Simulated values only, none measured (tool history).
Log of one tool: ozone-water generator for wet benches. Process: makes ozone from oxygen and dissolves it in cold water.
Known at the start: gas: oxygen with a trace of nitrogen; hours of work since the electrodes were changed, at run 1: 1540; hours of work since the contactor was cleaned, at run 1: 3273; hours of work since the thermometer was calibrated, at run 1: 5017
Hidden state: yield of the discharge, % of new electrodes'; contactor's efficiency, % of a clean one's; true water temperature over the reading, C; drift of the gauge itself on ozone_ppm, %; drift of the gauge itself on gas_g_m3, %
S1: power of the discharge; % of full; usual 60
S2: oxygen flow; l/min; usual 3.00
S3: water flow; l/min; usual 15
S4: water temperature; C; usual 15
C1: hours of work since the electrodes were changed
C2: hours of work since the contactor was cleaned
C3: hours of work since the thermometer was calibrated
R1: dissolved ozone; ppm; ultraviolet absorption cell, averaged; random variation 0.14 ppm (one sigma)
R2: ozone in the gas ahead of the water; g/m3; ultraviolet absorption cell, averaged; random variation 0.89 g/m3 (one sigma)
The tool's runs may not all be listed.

| run | day | S1 | S2 | S3 | S4 | C1 | C2 | C3 | R1 | R2 |
|---|---|---|---|---|---|---|---|---|---|---|
| 1 | 0.000 | 60 | 3.00 | 15 | 15 | 1540 | 3273 | 5017 | 14.3 | 138.0 |
| 2 | 3.829 | 60 | 3.00 | 15 | 15 | 1614 | 3346 | 5090 | 14.6 | 140.3 |
| 3 | 8.983 | 60 | 3.00 | 11 | 15 | 1713 | 3445 | 5189 | 18.6 | 138.9 |
| 4 | 12.133 | 60 | 3.00 | 11 | 15 | 1773 | 3506 | 5250 | 18.5 | 139.0 |
| 5 | 15.829 | 60 | 3.00 | 15 | 15 | 1844 | 3577 | 5321 | 14.3 | 138.2 |
| 6 | 20.692 | 60 | 3.00 | 16 | 15 | 1938 | 3670 | 5414 | 13.3 | 138.8 |
| 7 | 23.738 | 60 | 3.00 | 10 | 15 | 1996 | 3729 | 5472 | 19.9 | 139.1 |
| 8 | 29.108 | 60 | 3.00 | 10 | 15 | 2099 | 3832 | 5576 | 19.7 | 138.4 |
|  | 30.554 | contactor cleaned |
| 9 | 34.575 | 60 | 3.00 | 10 | 15 | 2201 | 77 | 5677 | 20.3 | 136.5 |
| 10 | 37.983 | 60 | 1.53 | 15 | 15 | 2266 | 143 | 5743 | 14.1 | 217.3 |
| 11 | 45.275 | 60 | 3.00 | 15 | 9 | 2406 | 283 | 5883 | 15.4 | 137.0 |
|  | 50.696 | water thermometer calibrated |
| 12 | 52.692 | 60 | 3.00 | 12 | 15 | 2548 | 425 | 38 | 17.1 | 135.0 |
| 13 | 57.283 | 60 | 3.00 | 12 | 15 | 2637 | 513 | 127 | 17.3 | 135.0 |
| 14 | 61.117 | 60 | 3.00 | 12 | 15 | 2710 | 587 | 200 | 17.2 | 134.1 |
| 15 | 64.742 | 60 | 3.00 | 12 | 15 | 2780 | 656 | 270 | 17.3 | 134.1 |
| 16 | 69.404 | 60 | 3.00 | 12 | 15 | 2869 | 746 | 359 | 17.3 | 134.4 |
| 17 | 74.479 | 58 | 3.00 | 18 | 12 | 2967 | 843 | 457 | 12.1 | 133.4 |
| 18 | 79.021 | 58 | 3.00 | 18 | 12 | 3054 | 930 | 544 | 11.9 | 132.2 |
| 19 | 84.871 | 60 | 3.00 | 21 | 13 | 3166 | 1043 | 656 | 10.2 | 133.9 |
| 20 | 88.725 | 50 | 2.78 | 14 | 20 | 3240 | 1117 | 730 | 12.8 | 129.5 |
| 21 | 92.425 | 60 | 2.31 | 15 | 15 | 3311 | 1188 | 801 | 14.2 | 159.5 |
|  | 92.975 | water thermometer calibrated, once more |
| 22 | 99.446 | 60 | 2.31 | 15 | 15 | 3446 | 1322 | 124 | 14.2 | 158.4 |
| 23 | 106.421 | 61 | 2.84 | 16 | 22 | 3580 | 1456 | 258 | 12.3 | 137.9 |
| 24 | 112.738 | 69 | 1.79 | 22 | 14 | 3701 | 1577 | 380 | 9.5 | 197.6 |
| 25 | 118.338 | 60 | 2.33 | 15 | 15 | 3809 | 1685 | 487 | 13.9 | 155.8 |
| 26 | 122.142 | 60 | 2.33 | 15 | 15 | 3882 | 1758 | 560 | 13.9 | 154.8 |
| 27 | 125.654 | 93 | 5.12 | 15 | 10 | 3949 | 1825 | 628 | 16.7 | 110.5 |
| 28 | 132.033 | 93 | 5.12 | 15 | 10 | 4072 | 1948 | 750 | 17.0 | 109.0 |
| 29 | 137.304 | 93 | 5.12 | 15 | 10 | 4173 | 2049 | 851 | 16.5 | 110.1 |
| 30 | 143.200 | 93 | 5.12 | 15 | 22 | 4286 | 2162 | 964 | 13.9 | 108.2 |
| 31 | 147.404 | 60 | 4.94 | 11 | 15 | 4367 | 2243 | 1045 | 15.9 | 91.9 |
| 32 | 152.771 | 60 | 4.94 | 11 | 15 | 4470 | 2346 | 1148 | 16.0 | 92.3 |

Hidden state or all else? Some run-to-run changes of R1, split into what the settings, what came in and random variation would give without the hidden state, and what is left for the hidden state (with any gauge scatter that isn't in both results):
Run 6 -> 7: S3 16 -> 10. R1 +6.6 ppm: hidden state -0.4, all else +7.0.
Run 9 -> 10: S2 3.00 -> 1.53, S3 10 -> 15. R1 -6.2 ppm: hidden state +0.5, all else -6.7.
Run 16 -> 17: S1 60 -> 58, S3 12 -> 18, S4 15 -> 12. R1 -5.2 ppm: hidden state +0.5, all else -5.7.
Run 26 -> 27: S1 60 -> 93, S2 2.33 -> 5.12, S4 15 -> 10. R1 +2.8 ppm: hidden state -0.9, all else +3.7.
